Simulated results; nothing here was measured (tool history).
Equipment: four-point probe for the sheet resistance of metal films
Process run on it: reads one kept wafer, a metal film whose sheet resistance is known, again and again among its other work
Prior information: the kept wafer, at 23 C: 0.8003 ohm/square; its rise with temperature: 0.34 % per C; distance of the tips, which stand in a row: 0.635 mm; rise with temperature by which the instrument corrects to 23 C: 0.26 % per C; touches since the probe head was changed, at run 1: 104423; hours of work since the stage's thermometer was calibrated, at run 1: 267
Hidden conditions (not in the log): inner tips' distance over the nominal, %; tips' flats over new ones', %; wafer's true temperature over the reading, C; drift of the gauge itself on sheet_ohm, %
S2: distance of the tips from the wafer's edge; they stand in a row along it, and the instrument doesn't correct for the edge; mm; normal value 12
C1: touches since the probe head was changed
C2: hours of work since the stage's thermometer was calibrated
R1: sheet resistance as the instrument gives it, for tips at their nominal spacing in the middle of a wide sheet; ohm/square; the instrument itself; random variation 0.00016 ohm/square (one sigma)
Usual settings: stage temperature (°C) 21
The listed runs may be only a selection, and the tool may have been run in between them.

run 1 hour=0 | stage_temperature_(°C)=21 S2=12 | C1=104423 C2=267 | R1=0.789817
run 2 hour=19.6 | stage_temperature_(°C)=26 S2=12 | C1=105021 C2=275 | R1=0.792988
run 3 hour=40.5 | stage_temperature_(°C)=34 S2=12 | C1=105660 C2=285 | R1=0.798093
run 4 hour=61.7 | stage_temperature_(°C)=34 S2=12 | C1=106308 C2=295 | R1=0.798055
run 5 hour=79.5 | stage_temperature_(°C)=34 S2=3 | C1=106853 C2=303 | R1=0.815688
-- hour=81.6 stage's thermometer calibrated
run 6 hour=91 | stage_temperature_(°C)=30 S2=12 | C1=107189 C2=4 | R1=0.795567
run 7 hour=109 | stage_temperature_(°C)=21 S2=7 | C1=107738 C2=13 | R1=0.791393
run 8 hour=124.8 | stage_temperature_(°C)=21 S2=12 | C1=108220 C2=20 | R1=0.789228
run 9 hour=145 | stage_temperature_(°C)=21 S2=12 | C1=108839 C2=29 | R1=0.789423

Forecast run 10:
run 10 hour=158.4 | stage_temperature_(°C)=18 S2=21 | C1=109250 C2=35 | R1=?

R1: 0.786518 ohm/square
Without the tool's hidden state the same run would have given R1 0.797311 ohm/square.

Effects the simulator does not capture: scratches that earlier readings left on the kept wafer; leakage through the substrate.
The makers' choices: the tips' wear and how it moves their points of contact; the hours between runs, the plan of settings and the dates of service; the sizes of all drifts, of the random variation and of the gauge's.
